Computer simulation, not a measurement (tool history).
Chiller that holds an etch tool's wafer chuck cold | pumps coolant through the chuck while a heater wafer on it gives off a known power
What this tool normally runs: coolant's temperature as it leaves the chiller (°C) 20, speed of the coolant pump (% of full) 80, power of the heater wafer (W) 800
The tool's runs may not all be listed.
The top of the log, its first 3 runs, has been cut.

| run | hour | coolant's temperature as it leaves the chiller (°C) | speed of the coolant pump (% of full) | power of the heater wafer (W) | hours since the coolant was changed and the channels were flushed | hours since the pump was overhauled | hours since the chiller's thermometer was calibrated | chuck's temperature once it has settled (°C) | how much warmer the coolant comes back (C) |
|---|---|---|---|---|---|---|---|---|---|
| 4 | 60.7 | 20 | 80 | 800 | 2372 | 854 | 1309 | 28.7 | 3.43 |
| 5 | 81 | 20 | 80 | 800 | 2393 | 874 | 1329 | 28.7 | 3.37 |
| 6 | 100.8 | 20 | 80 | 800 | 2413 | 894 | 1349 | 28.8 | 3.44 |
| 7 | 130 | 20 | 80 | 1149 | 2442 | 923 | 1378 | 32.6 | 4.91 |
| 8 | 142.9 | 20 | 80 | 1149 | 2455 | 936 | 1391 | 32.5 | 4.88 |
| 9 | 170 | 20 | 80 | 1149 | 2482 | 963 | 1418 | 32.5 | 4.92 |
| 10 | 193 | 20 | 80 | 1149 | 2505 | 986 | 1441 | 32.5 | 4.97 |
| 11 | 207.2 | 20 | 80 | 1149 | 2519 | 1000 | 1455 | 32.6 | 4.87 |
| 12 | 223.9 | 20 | 80 | 800 | 2536 | 1017 | 1472 | 28.9 | 3.43 |
| 13 | 239.6 | 20 | 67 | 800 | 2551 | 1032 | 1488 | 30.1 | 4.18 |
| 14 | 255.1 | 20 | 77 | 800 | 2567 | 1048 | 1503 | 29.1 | 3.63 |
| 15 | 273.9 | 20 | 77 | 800 | 2586 | 1067 | 1522 | 29 | 3.64 |
| 16 | 301.1 | 20 | 77 | 800 | 2613 | 1094 | 1549 | 29.1 | 3.62 |
| 17 | 329.7 | 20 | 77 | 800 | 2641 | 1123 | 1578 | 29.1 | 3.59 |
| 18 | 353.6 | 20 | 61 | 524 | 2665 | 1146 | 1602 | 27.2 | 3.03 |
| 19 | 381.2 | 11 | 95 | 524 | 2693 | 1174 | 1629 | 16 | 1.88 |
| 20 | 406.4 | 11 | 95 | 524 | 2718 | 1199 | 1655 | 16.1 | 1.81 |
| 21 | 422.7 | 11 | 95 | 524 | 2734 | 1216 | 1671 | 16 | 1.88 |
| 22 | 450.6 | 20 | 82 | 800 | 2762 | 1243 | 1699 | 28.6 | 3.33 |
| 23 | 468.1 | 20 | 82 | 800 | 2780 | 1261 | 1716 | 28.7 | 3.33 |
| 24 | 495.8 | 15 | 98 | 1103 | 2807 | 1289 | 1744 | 25.1 | 3.74 |
| 25 | 519.6 | 20 | 84 | 710 | 2831 | 1312 | 1768 | 27.5 | 2.85 |

Forecast run 26:
| 26 | 540 | 26 | 63 | 568 | 2852 | 1333 | 1788 | ? | ? |

{"run 26": {"chuck's temperature once it has settled (°C)": 33.8, "how much warmer the coolant comes back (C)": 3.23}}
Had the tool carried no hidden state, the very same run would have given chuck's temperature once it has settled (°C) 33.8, how much warmer the coolant comes back (C) 3.23.

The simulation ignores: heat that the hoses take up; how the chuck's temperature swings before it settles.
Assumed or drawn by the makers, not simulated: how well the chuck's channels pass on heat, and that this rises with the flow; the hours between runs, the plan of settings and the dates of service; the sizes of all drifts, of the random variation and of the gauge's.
